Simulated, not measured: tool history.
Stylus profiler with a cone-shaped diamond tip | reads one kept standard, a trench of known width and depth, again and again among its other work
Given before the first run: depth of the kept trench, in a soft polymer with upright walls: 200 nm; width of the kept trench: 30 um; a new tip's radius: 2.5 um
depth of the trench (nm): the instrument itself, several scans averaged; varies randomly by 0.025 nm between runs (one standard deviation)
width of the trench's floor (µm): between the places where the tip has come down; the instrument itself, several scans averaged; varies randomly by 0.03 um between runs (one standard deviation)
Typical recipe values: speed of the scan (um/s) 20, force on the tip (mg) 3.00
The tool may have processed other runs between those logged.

run	hour	speed of the scan (um/s)	force on the tip (mg)	depth of the trench (nm)	width of the trench's floor (µm)
1	0.0	20	3.00	203.77	27.80
2	19.7	20	3.00	203.71	27.80
3	56.2	20	3.00	203.79	27.78
4	87.0	20	3.00	203.78	27.73
5	106.3	18	3.00	203.76	27.80
6	151.0	18	3.00	203.82	27.77
7	174.2	18	3.00	203.82	27.70
8	220.2	20	3.49	204.21	27.72
9	262.3	53	3.49	204.23	27.59
10	307.8	16	3.00	203.82	27.68
11	331.7	16	3.00	203.82	27.63
12	376.6	79	3.00	203.79	27.26
13	412.3	79	3.00	203.87	27.26
14	440.3	79	3.00	203.88	27.26
15	465.2	79	3.00	203.91	27.25
16	488.6	20	4.97	205.41	27.61
17	511.2	20	3.00	203.89	27.54
# hour 514.1: height scale calibrated on a step standard
18	553.4	20	3.00	203.97	27.62
19	595.9	58	8.61	207.76	27.43
20	634.0	36	4.76	205.36	27.46
21	672.7	36	4.76	205.33	27.41
22	718.2	19	3.08	204.05	27.48
23	752.1	19	3.08	204.09	27.42
# hour 756.3: height scale calibrated on a step standard, once more
24	782.1	54	3.00	203.66	27.26
25	823.2	54	3.00	203.61	27.26
26	852.3	54	3.00	203.70	27.20
27	877.5	50	3.71	204.25	27.24
28	923.9	67	7.45	206.80	27.24
29	943.4	50	4.42	204.85	27.26
30	989.0	6	1.99	202.82	27.45
31	1028.1	5	3.25	203.96	27.44
32	1069.2	13	1.66	202.57	27.34
33	1112.7	13	1.66	202.52	27.34
34	1147.2	6	3.89	204.48	27.40
35	1168.9	8	2.35	203.18	27.34
36	1212.8	24	3.95	204.49	27.32

Hidden state or all else? Some run-to-run changes of depth of the trench (nm), split into what the settings, what came in and random variation would give without the hidden state, and what is left for the hidden state (with any gauge scatter that isn't in both results):
Unlogged tool condition in this case: radius of the tip, um; height scale over the true one, %; drift of the gauge itself on depth_nm, %; drift of the gauge itself on floor_um, %.
Run 7 -> 8: speed of the scan (um/s) 18 -> 20, force on the tip (mg) 3.00 -> 3.49. depth of the trench (nm) +0.39: hidden state +0.02, all else +0.37.
Run 17 -> 18: height scale calibrated on a step standard. depth of the trench (nm) +0.08: hidden state +0.05, all else +0.03.
Run 18 -> 19: speed of the scan (um/s) 20 -> 58, force on the tip (mg) 3.00 -> 8.61. depth of the trench (nm) +3.79: hidden state +0.02, all else +3.77.
Run 19 -> 20: speed of the scan (um/s) 58 -> 36, force on the tip (mg) 8.61 -> 4.76. depth of the trench (nm) -2.40: hidden state +0.01, all else -2.41.
Run 23 -> 24: speed of the scan (um/s) 19 -> 54, force on the tip (mg) 3.08 -> 3.00, height scale calibrated on a step standard, once more. depth of the trench (nm) -0.43: hidden state -0.35, all else -0.08.
Run 27 -> 28: speed of the scan (um/s) 50 -> 67, force on the tip (mg) 3.71 -> 7.45. depth of the trench (nm) +2.55: hidden state +0.00, all else +2.55.
